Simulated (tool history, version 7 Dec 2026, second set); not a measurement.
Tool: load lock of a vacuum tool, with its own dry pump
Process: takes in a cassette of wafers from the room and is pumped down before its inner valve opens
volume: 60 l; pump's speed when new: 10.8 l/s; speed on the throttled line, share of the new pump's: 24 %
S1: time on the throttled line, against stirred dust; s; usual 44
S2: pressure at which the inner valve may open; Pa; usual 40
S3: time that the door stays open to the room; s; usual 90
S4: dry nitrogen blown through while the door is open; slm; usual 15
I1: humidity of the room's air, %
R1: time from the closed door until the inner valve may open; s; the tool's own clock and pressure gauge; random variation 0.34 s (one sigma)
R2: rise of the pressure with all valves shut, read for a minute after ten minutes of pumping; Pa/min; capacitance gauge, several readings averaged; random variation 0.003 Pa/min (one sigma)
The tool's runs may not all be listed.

run,day,S1,S2,S3,S4,I1,R1,R2
1,0.000,44,40,90,15,45.5,82.7,0.091
2,6.129,44,40,90,15,43.9,83.1,0.086
3,12.788,44,40,90,15,44.2,82.9,0.089
4,23.517,44,40,175,15,43.3,83.0,0.109
5,34.875,24,40,90,15,45.9,68.6,0.100
6,41.767,23,40,90,15,41.7,68.0,0.088
7,51.346,23,40,90,15,46.2,68.3,0.099
8,59.392,23,33,90,15,49.7,69.6,0.106
9,65.592,44,48,90,15,44.4,82.2,0.104
10,72.612,44,48,90,15,46.0,81.7,0.097
11,81.117,44,48,90,15,41.8,82.1,0.101
12,87.004,44,48,90,15,46.3,82.1,0.108
13,92.808,44,48,90,15,47.0,82.6,0.106
14,100.321,44,48,90,15,45.4,82.9,0.106
15,110.096,44,48,90,15,41.9,82.5,0.107
16,119.192,44,48,90,15,45.3,83.6,0.112
17,127.338,44,48,90,15,45.6,83.1,0.116
18,134.658,44,40,90,15,42.1,84.2,0.116
19,141.646,44,40,135,15,47.8,83.8,0.128
20,149.633,44,40,135,15,44.9,84.1,0.126
21,159.392,26,40,60,15,43.4,71.4,0.107
22,164.758,44,73,90,23,48.1,80.6,0.120
23,174.133,53,53,59,12,42.0,89.0,0.116
24,178.888,53,53,59,12,46.7,88.5,0.113
25,189.283,48,44,177,5,44.6,86.5,0.160
26,197.325,48,44,177,5,44.6,87.0,0.155
27,207.908,44,40,90,4,44.6,84.8,0.140
28,214.204,44,31,44,18,46.8,86.4,0.117
29,223.433,44,31,44,18,44.4,86.8,0.118
30,229.138,44,40,184,8,46.1,85.2,0.161
31,237.212,44,41,133,10,45.2,84.3,0.153
32,243.208,77,34,90,15,47.0,109.3,0.136
33,249.150,77,34,90,15,45.9,110.3,0.140
34,255.129,64,66,67,6,42.7,95.7,0.140
35,265.462,44,76,61,15,45.8,81.2,0.135
# day 266.633: dry pump taken out, an overhauled one fitted
36,275.667,44,76,61,15,45.7,73.1,0.140
37,281.062,44,76,69,15,44.9,73.7,0.141

3 ways to go on from here, each from the tool as it stands after run 37. What would each give?
A,288.396,76,78,206,15,44.8,?,?
B,288.396,81,59,36,15,45.4,?,?
C,288.396,37,40,90,7,43.0,?,?

run,R1,R2
A,98.0,0.176
B,102.8,0.132
C,71.5,0.151
Without the tool's hidden state the same runs would have given:
run,R1,R2
A,98.2,0.069
B,102.9,0.026
C,71.8,0.048
